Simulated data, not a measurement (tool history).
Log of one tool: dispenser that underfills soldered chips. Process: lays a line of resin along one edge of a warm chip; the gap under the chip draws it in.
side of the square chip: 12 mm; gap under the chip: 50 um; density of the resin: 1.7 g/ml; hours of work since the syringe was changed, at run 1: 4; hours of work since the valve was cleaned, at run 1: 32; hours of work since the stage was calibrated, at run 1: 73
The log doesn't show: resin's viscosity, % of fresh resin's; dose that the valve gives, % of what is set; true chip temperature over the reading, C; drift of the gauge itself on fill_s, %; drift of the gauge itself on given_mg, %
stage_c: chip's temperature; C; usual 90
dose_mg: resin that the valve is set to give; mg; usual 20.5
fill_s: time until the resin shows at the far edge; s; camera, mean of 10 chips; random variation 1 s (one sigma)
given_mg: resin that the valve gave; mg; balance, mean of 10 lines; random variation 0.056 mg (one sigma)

run   hour  stage_c  dose_mg  hours of work since the syringe was changed  hours of work since the valve was cleaned  hours of work since the stage was calibrated  fill_s  given_mg
  1    0.0       90     20.5                                            4                                         32                                            73   126.3     20.13
       3.1  -- new syringe of resin
  2    3.4       90     20.5                                            0                                         34                                            76   101.8     20.02
  3    6.5       90     20.5                                            3                                         37                                            78   112.4     20.10
      11.9  -- new syringe of resin
  4   12.1       90     20.5                                            0                                         41                                            82   100.5     20.02
  5   16.8       79     20.5                                            4                                         44                                            85   181.8     20.03
  6   19.6       79     24.3                                            6                                         46                                            88   200.5     23.51
      20.8  -- new syringe of resin
  7   24.8       86     20.5                                            3                                         50                                            91   135.6     19.84
  8   27.3       86     20.5                                            5                                         52                                            93   148.2     19.89
      29.4  -- new syringe of resin
  9   32.3       86     20.5                                            2                                         55                                            97   130.4     19.82
 10   36.3       96     20.5                                            5                                         58                                           100   100.1     19.73
      38.1  -- new syringe of resin
 11   40.4       96     20.5                                            2                                         61                                           103    85.0     19.73
 12   44.4       96     20.5                                            5                                         64                                           106    98.6     19.63
      46.8  -- new syringe of resin
 13   47.2       96     20.5                                            0                                         66                                           107    80.5     19.71
 14   51.8       96     20.5                                            4                                         69                                           111    95.8     19.59
      55.5  -- new syringe of resin
 15   56.8       90     20.5                                            1                                         73                                           114   106.6     19.61
 16   59.8       98     25.5                                            3                                         75                                           117    85.5     24.22
 17   62.1       96     20.5                                            5                                         77                                           118   100.6     19.47
      64.1  -- new syringe of resin
 18   67.1       84     18.5                                            2                                         80                                           122   144.6     17.52
 19   69.5       78     22.8                                            4                                         82                                           124   198.0     21.62
      72.7  -- new syringe of resin
 20   74.0       84     24.8                                            1                                         85                                           127   129.7     23.52
 21   78.4       89     19.2                                            4                                         89                                           130   130.6     18.13
      81.2  -- new syringe of resin
 22   81.2       78     20.6                                            0                                         90                                           132   160.3     19.38
 23   84.4       79     18.3                                            2                                         93                                           134   177.8     17.27
      89.8  -- new syringe of resin
 24   89.8       76     18.1                                            0                                         97                                           138   186.4     16.96
 25   93.1       94     25.0                                            2                                         99                                           141    95.2     23.39
 26   95.8       94     25.0                                            4                                        101                                           143   105.9     23.40
      98.3  -- new syringe of resin
 27  100.7       83     21.7                                            2                                        105                                           146   144.7     20.43
     103.9  -- dispensing valve cleaned and set on the balance
 28  106.7       94     26.7                                            6                                          2                                           150   109.3     26.71

4 ways to go on from here, each from the tool as it stands after run 28. What would each give?
     108.1  -- new syringe of resin
  A  111.1       90     24.7                                            2                                          5                                           153       ?         ?
     108.1  -- new syringe of resin
  B  111.1       89     21.5                                            2                                          5                                           153       ?         ?
     108.1  -- new syringe of resin
  C  111.1       94     19.9                                            2                                          5                                           153       ?         ?
     108.1  -- new syringe of resin
  D  111.1       96     17.6                                            2                                          5                                           153       ?         ?

run  fill_s  given_mg
  A   109.6     24.72
  B   115.6     21.50
  C    96.1     19.86
  D    89.4     17.57
Without the tool's hidden state the same runs would have given:
run  fill_s  given_mg
  A    98.6     24.73
  B   104.2     21.51
  C    86.6     19.87
  D    80.5     17.58

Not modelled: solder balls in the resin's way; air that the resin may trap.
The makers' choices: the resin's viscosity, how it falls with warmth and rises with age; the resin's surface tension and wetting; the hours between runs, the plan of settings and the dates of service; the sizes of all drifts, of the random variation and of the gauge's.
